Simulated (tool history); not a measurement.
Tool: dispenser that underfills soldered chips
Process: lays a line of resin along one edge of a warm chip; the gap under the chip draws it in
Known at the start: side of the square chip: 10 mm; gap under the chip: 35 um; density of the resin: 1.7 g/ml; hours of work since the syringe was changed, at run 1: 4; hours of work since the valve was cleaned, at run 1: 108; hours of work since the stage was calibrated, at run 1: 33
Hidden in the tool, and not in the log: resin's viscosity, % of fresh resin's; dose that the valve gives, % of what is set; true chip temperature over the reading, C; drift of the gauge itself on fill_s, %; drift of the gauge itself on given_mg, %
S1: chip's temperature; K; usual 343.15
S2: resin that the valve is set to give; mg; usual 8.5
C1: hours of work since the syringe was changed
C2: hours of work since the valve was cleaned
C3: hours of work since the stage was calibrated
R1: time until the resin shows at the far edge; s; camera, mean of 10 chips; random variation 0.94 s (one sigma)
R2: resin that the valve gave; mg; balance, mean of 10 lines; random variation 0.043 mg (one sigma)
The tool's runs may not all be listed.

{"run": 1, "hour": 0.0, "S1": 343.15, "S2": 8.5, "C1": 4, "C2": 108, "C3": 33, "R1": 121.9, "R2": 7.92}
{"hour": 7.0, "done": "new syringe of resin"}
{"run": 2, "hour": 11.5, "S1": 343.15, "S2": 8.5, "C1": 3, "C2": 115, "C3": 41, "R1": 117.6, "R2": 7.87}
{"hour": 19.8, "done": "new syringe of resin"}
{"run": 3, "hour": 20.8, "S1": 343.15, "S2": 8.5, "C1": 1, "C2": 121, "C3": 46, "R1": 97.8, "R2": 7.78}
{"run": 4, "hour": 30.0, "S1": 343.15, "S2": 9.45, "C1": 7, "C2": 127, "C3": 52, "R1": 152.6, "R2": 8.56}
{"hour": 32.2, "done": "new syringe of resin"}
{"hour": 38.3, "done": "dispensing valve cleaned and set on the balance"}
{"run": 5, "hour": 38.6, "S1": 343.15, "S2": 9.45, "C1": 3, "C2": 0, "C3": 57, "R1": 114.5, "R2": 9.34}
{"hour": 46.2, "done": "new syringe of resin"}
{"run": 6, "hour": 48.9, "S1": 343.15, "S2": 9.45, "C1": 2, "C2": 7, "C3": 64, "R1": 103.5, "R2": 9.41}
{"run": 7, "hour": 56.0, "S1": 343.15, "S2": 8.13, "C1": 6, "C2": 11, "C3": 68, "R1": 152.4, "R2": 8.1}
{"hour": 58.8, "done": "new syringe of resin"}
{"run": 8, "hour": 61.6, "S1": 343.15, "S2": 9.55, "C1": 2, "C2": 15, "C3": 72, "R1": 105.3, "R2": 9.47}
{"run": 9, "hour": 68.2, "S1": 343.15, "S2": 9.55, "C1": 6, "C2": 19, "C3": 76, "R1": 146.1, "R2": 9.37}
{"hour": 72.1, "done": "new syringe of resin"}
{"run": 10, "hour": 75.2, "S1": 343.15, "S2": 9.55, "C1": 2, "C2": 23, "C3": 80, "R1": 107.2, "R2": 9.41}
{"run": 11, "hour": 82.9, "S1": 340.15, "S2": 7.42, "C1": 7, "C2": 28, "C3": 85, "R1": 191.4, "R2": 7.29}
{"hour": 85.2, "done": "new syringe of resin"}
{"run": 12, "hour": 89.2, "S1": 337.15, "S2": 7.99, "C1": 3, "C2": 32, "C3": 89, "R1": 154.8, "R2": 7.81}
{"hour": 97.8, "done": "new syringe of resin"}
{"run": 13, "hour": 98.4, "S1": 342.15, "S2": 8.83, "C1": 0, "C2": 38, "C3": 95, "R1": 100.2, "R2": 8.67}
{"run": 14, "hour": 103.2, "S1": 342.15, "S2": 8.83, "C1": 3, "C2": 41, "C3": 98, "R1": 130.9, "R2": 8.58}
{"hour": 110.5, "done": "new syringe of resin"}
{"run": 15, "hour": 113.6, "S1": 339.15, "S2": 11.03, "C1": 2, "C2": 48, "C3": 104, "R1": 128, "R2": 10.69}
{"run": 16, "hour": 118.8, "S1": 345.15, "S2": 8.57, "C1": 5, "C2": 51, "C3": 108, "R1": 128.5, "R2": 8.2}
{"hour": 123.6, "done": "new syringe of resin"}
{"run": 17, "hour": 128.4, "S1": 345.15, "S2": 8.57, "C1": 3, "C2": 57, "C3": 114, "R1": 108.7, "R2": 8.19}
{"hour": 136.6, "done": "new syringe of resin"}
{"run": 18, "hour": 137.2, "S1": 332.15, "S2": 10.13, "C1": 0, "C2": 62, "C3": 119, "R1": 157.5, "R2": 9.64}
{"run": 19, "hour": 142.2, "S1": 339.15, "S2": 7.98, "C1": 4, "C2": 66, "C3": 123, "R1": 150.2, "R2": 7.53}
{"hour": 149.2, "done": "new syringe of resin"}
{"run": 20, "hour": 151.4, "S1": 349.15, "S2": 8.49, "C1": 1, "C2": 71, "C3": 128, "R1": 80.8, "R2": 8.06}

5 ways to go on from here, each from the tool as it stands after run 20. What would each give?
{"run": "A", "hour": 156.6, "S1": 332.15, "S2": 7.93, "C1": 5, "C2": 75, "C3": 132, "R1": "?", "R2": "?"}
{"run": "B", "hour": 156.6, "S1": 342.15, "S2": 9.79, "C1": 5, "C2": 75, "C3": 132, "R1": "?", "R2": "?"}
{"run": "C", "hour": 156.6, "S1": 338.15, "S2": 10.36, "C1": 5, "C2": 75, "C3": 132, "R1": "?", "R2": "?"}
{"run": "D", "hour": 156.6, "S1": 334.15, "S2": 10.22, "C1": 5, "C2": 75, "C3": 132, "R1": "?", "R2": "?"}
{"run": "E", "hour": 156.6, "S1": 350.15, "S2": 10.12, "C1": 5, "C2": 75, "C3": 132, "R1": "?", "R2": "?"}

run=A R1=237.3 R2=7.48
run=B R1=140.7 R2=9.36
run=C R1=170.3 R2=9.78
run=D R1=201.2 R2=9.77
run=E R1=97.5 R2=9.54
Without the tool's hidden state the same runs would have given:
run=A R1=152.9 R2=7.9
run=B R1=91.6 R2=9.88
run=C R1=111.3 R2=10.33
run=D R1=131.1 R2=10.31
run=E R1=63.8 R2=10.08
